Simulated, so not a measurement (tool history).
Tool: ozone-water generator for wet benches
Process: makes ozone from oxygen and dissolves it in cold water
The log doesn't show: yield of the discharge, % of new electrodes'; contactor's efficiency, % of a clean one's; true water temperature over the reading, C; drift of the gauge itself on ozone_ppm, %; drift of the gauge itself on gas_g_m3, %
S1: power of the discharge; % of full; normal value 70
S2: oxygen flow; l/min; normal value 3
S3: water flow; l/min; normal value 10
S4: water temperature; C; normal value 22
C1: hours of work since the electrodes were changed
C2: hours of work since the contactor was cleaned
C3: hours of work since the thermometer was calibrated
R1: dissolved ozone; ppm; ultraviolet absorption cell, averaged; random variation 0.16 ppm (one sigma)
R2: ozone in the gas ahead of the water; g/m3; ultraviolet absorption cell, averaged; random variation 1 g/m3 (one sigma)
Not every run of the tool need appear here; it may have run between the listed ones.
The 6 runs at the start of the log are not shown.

run 7 hour=142.3 | S1=70 S2=3 S3=6 S4=22 | C1=662 C2=1210 C3=414 | R1=29 R2=181.5
run 8 hour=170.6 | S1=70 S2=3 S3=6 S4=22 | C1=690 C2=1238 C3=442 | R1=28.6 R2=180.1
run 9 hour=208.9 | S1=70 S2=3 S3=10 S4=22 | C1=727 C2=1275 C3=479 | R1=20.1 R2=180.9
run 10 hour=247.3 | S1=70 S2=3 S3=10 S4=22 | C1=765 C2=1313 C3=517 | R1=20 R2=183.1
run 11 hour=269.7 | S1=70 S2=3 S3=10 S4=17 | C1=786 C2=1335 C3=538 | R1=21.8 R2=180.3
run 12 hour=314.8 | S1=70 S2=3 S3=10 S4=17 | C1=830 C2=1379 C3=582 | R1=21.3 R2=180.6
run 13 hour=350 | S1=70 S2=3 S3=10 S4=17 | C1=865 C2=1413 C3=617 | R1=21.4 R2=180.1
run 14 hour=387.9 | S1=70 S2=3 S3=10 S4=17 | C1=902 C2=1450 C3=654 | R1=22 R2=178.5
run 15 hour=412.4 | S1=70 S2=3 S3=10 S4=17 | C1=926 C2=1474 C3=678 | R1=21.6 R2=180.5
run 16 hour=441 | S1=70 S2=3 S3=10 S4=22 | C1=954 C2=1502 C3=706 | R1=19.9 R2=179.6
run 17 hour=461.1 | S1=70 S2=2.9 S3=10 S4=24 | C1=973 C2=1522 C3=725 | R1=19.2 R2=184
run 18 hour=507.4 | S1=60 S2=3 S3=8 S4=19 | C1=1019 C2=1567 C3=771 | R1=23 R2=163.2
-- hour=511 water thermometer calibrated
run 19 hour=534.5 | S1=70 S2=1.68 S3=10 S4=22 | C1=1045 C2=1593 C3=23 | R1=19.4 R2=241
run 20 hour=557.7 | S1=70 S2=5.33 S3=14 S4=22 | C1=1067 C2=1616 C3=46 | R1=14.4 R2=132.5
run 21 hour=579.9 | S1=70 S2=4.4 S3=7 S4=22 | C1=1089 C2=1637 C3=67 | R1=24.1 R2=145.3
run 22 hour=601.3 | S1=70 S2=1.94 S3=10 S4=22 | C1=1110 C2=1658 C3=88 | R1=19.3 R2=222.5
-- hour=611.7 water thermometer calibrated, once more
run 23 hour=647.5 | S1=70 S2=3 S3=7 S4=22 | C1=1154 C2=1703 C3=35 | R1=26 R2=178.2
run 24 hour=674.9 | S1=70 S2=3 S3=7 S4=22 | C1=1181 C2=1729 C3=62 | R1=25.5 R2=177.4

The next listed run, before its measurement:
run 25 hour=716.9 | S1=70 S2=4.79 S3=12 S4=25 | C1=1222 C2=1771 C3=103 | R1=? R2=?

Run 25 measured R1 15.4 ppm, R2 138.4 g/m3.
Were there no unlogged condition in the tool, this run, its random variation unchanged, would have produced R1 16.2 ppm, R2 142.5 g/m3.

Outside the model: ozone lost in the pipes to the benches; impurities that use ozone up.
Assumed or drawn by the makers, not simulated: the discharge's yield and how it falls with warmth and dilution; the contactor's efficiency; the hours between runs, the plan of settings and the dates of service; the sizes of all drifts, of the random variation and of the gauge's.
